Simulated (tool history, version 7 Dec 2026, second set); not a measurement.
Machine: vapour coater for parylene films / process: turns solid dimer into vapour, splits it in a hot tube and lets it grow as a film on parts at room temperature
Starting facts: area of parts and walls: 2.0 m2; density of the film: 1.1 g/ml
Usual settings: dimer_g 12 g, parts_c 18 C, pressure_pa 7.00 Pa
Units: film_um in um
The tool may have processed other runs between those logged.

run	hour	dimer_g	parts_c	pressure_pa	film_um
1	0.0	12	18	7.00	3.49
2	10.2	12	12	7.00	4.49
3	21.4	12	12	7.00	4.45
4	33.8	12	12	7.00	4.44
5	42.8	12	12	7.00	4.47
6	52.1	12	10	7.00	4.81
7	65.8	12	12	7.00	4.41
8	76.6	12	18	7.00	3.43
9	87.3	12	18	7.00	3.37
10	98.6	12	18	4.25	3.53
11	107.5	12	18	4.25	3.47
12	124.8	12	18	4.25	3.47
13	136.5	12	18	4.25	3.50
14	150.9	12	18	4.25	3.50
15	167.3	12	18	4.25	3.42
16	183.0	12	18	4.25	3.41
17	190.4	12	18	4.25	3.40
18	203.5	5	20	4.40	1.30
19	212.6	20	20	4.50	5.27
# hour 215.1: table's thermometer calibrated
20	223.6	20	20	4.50	5.24
21	239.1	20	11	3.28	7.78
22	254.5	20	11	3.28	7.84
# hour 269.2: table's thermometer calibrated, once more
23	269.3	7	25	8.46	1.39
24	285.5	7	25	8.46	1.39
25	300.9	6	18	2.18	1.78
26	314.0	6	18	2.18	1.73
27	325.4	10	16	3.57	3.07
28	341.6	17	19	2.73	4.56
29	354.2	12	18	4.82	3.30
30	361.5	12	18	4.82	3.24
31	371.9	12	18	4.82	3.25
32	382.7	12	18	4.82	3.23
33	395.9	13	13	5.84	4.28
34	403.0	13	13	5.84	4.38

Consider 5 possible next runs. They are alternatives, not a sequence: every one starts from the tool as it was left by run 34. What does each give?
A	418.3	14	13	5.84	?
B	418.3	12	17	3.08	?
C	418.3	20	17	3.77	?
D	418.3	6	13	8.35	?
E	418.3	8	14	4.40	?

run	film_um
A	4.56
B	3.42
C	5.66
D	1.95
E	2.57
What these runs would have given with no unlogged condition in the tool:
run	film_um
A	5.00
B	3.74
C	6.20
D	2.14
E	2.81

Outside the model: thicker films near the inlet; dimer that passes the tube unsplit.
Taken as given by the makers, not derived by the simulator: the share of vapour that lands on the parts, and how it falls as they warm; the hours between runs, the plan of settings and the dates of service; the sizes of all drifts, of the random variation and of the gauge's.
